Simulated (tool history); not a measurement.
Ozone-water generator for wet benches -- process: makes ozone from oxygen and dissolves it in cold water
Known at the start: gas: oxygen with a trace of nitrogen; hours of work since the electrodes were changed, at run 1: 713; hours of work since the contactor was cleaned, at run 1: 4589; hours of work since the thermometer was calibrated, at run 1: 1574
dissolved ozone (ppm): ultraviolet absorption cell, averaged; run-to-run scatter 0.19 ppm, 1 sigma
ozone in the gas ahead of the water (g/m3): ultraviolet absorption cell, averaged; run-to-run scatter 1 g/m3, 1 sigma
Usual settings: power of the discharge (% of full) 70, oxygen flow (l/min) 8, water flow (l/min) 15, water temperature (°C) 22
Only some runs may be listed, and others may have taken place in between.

run   hour  power of the discharge (% of full)  oxygen flow (l/min)  water flow (l/min)  water temperature (°C)  hours of work since the electrodes were changed  hours of work since the contactor was cleaned  hours of work since the thermometer was calibrated  dissolved ozone (ppm)  ozone in the gas ahead of the water (g/m3)
  1      0                                  70                    8                  15                      22                                              713                                           4589                                                1574                   26.6                                       179.9
  2   27.4                                  70                    8                  15                      22                                              732                                           4608                                                1593                   26.8                                       180.6
  3   63.7                                  70                    8                  15                      22                                              757                                           4634                                                1619                   26.7                                       181.2
  4   88.5                                  70                    8                  15                      22                                              775                                           4651                                                1636                   26.7                                       179.5
  5  119.7                                  70                    8                  15                      22                                              796                                           4673                                                1658                   26.7                                       179.8
  6  157.1                                  70                    8                  15                      22                                              823                                           4699                                                1684                     27                                       180.2
  7  187.1                                  70                    8                  21                      22                                              844                                           4720                                                1705                   20.9                                       179.2
  8  220.6                                  70                    8                  16                      22                                              867                                           4744                                                1729                   25.9                                       179.4
     223.1  -- water thermometer calibrated
  9  254.4                                  70                    8                  16                      22                                              890                                           4767                                                  22                   25.4                                       178.9
 10  274.4                                  70                    8                  16                      22                                              904                                           4781                                                  36                   25.6                                       179.6
 11  294.9                                  70                    8                  15                      22                                              919                                           4795                                                  50                   26.8                                       179.8
 12  340.8                                  70                    8                  10                      22                                              951                                           4828                                                  82                     33                                       177.5
       376  -- water thermometer calibrated, once more
 13  386.3                                  70                    8                  10                      22                                              982                                           4859                                                   7                   33.3                                       179.3
 14  431.5                                  70                    8                  10                      22                                             1014                                           4891                                                  39                   33.6                                       176.3
 15  455.1                                  70                 7.52                  10                      28                                             1031                                           4907                                                  55                   29.6                                       185.7
 16  477.3                                  70                 7.52                  10                      28                                             1046                                           4923                                                  71                   29.2                                       184.4
 17    520                                  92                12.13                  10                      15                                             1076                                           4953                                                 101                   45.5                                       186.4
 18  552.8                                  92                12.13                  10                      14                                             1099                                           4976                                                 124                   46.6                                       187.7
 19  583.3                                  70                  4.4                  15                      14                                             1120                                           4997                                                 145                   31.4                                       238.7
 20  625.1                                  70                 9.41                  17                      22                                             1150                                           5026                                                 174                   23.9                                         166
 21  668.1                                  77                    8                  12                      17                                             1180                                           5057                                                 205                     37                                       197.1
 22  686.6                                  85                    8                  15                      22                                             1193                                           5070                                                 218                     32                                       211.8
 23  713.9                                  71                    8                  15                      15                                             1212                                           5089                                                 237                   30.7                                       181.4

Predict each of these 4 candidate next runs independently; none follows another, all start after run 23:
  A  759.2                                  45                 7.44                  15                      19                                             1244                                           5120                                                 268                      ?                                           ?
  B  759.2                                  70                 7.24                  15                      25                                             1244                                           5120                                                 268                      ?                                           ?
  C  759.2                                  73                 4.68                  15                      15                                             1244                                           5120                                                 268                      ?                                           ?
  D  759.2                                  96                    8                  13                      17                                             1244                                           5120                                                 268                      ?                                           ?

run  dissolved ozone (ppm)  ozone in the gas ahead of the water (g/m3)
  A                     19                                       124.3
  B                   25.4                                       189.2
  C                   31.9                                       239.5
  D                   43.3                                       237.6
With no hidden state in the tool, these same runs would have given:
run  dissolved ozone (ppm)  ozone in the gas ahead of the water (g/m3)
  A                   19.8                                       126.2
  B                   26.7                                       194.3
  C                   33.6                                       246.2
  D                   45.8                                       245.8
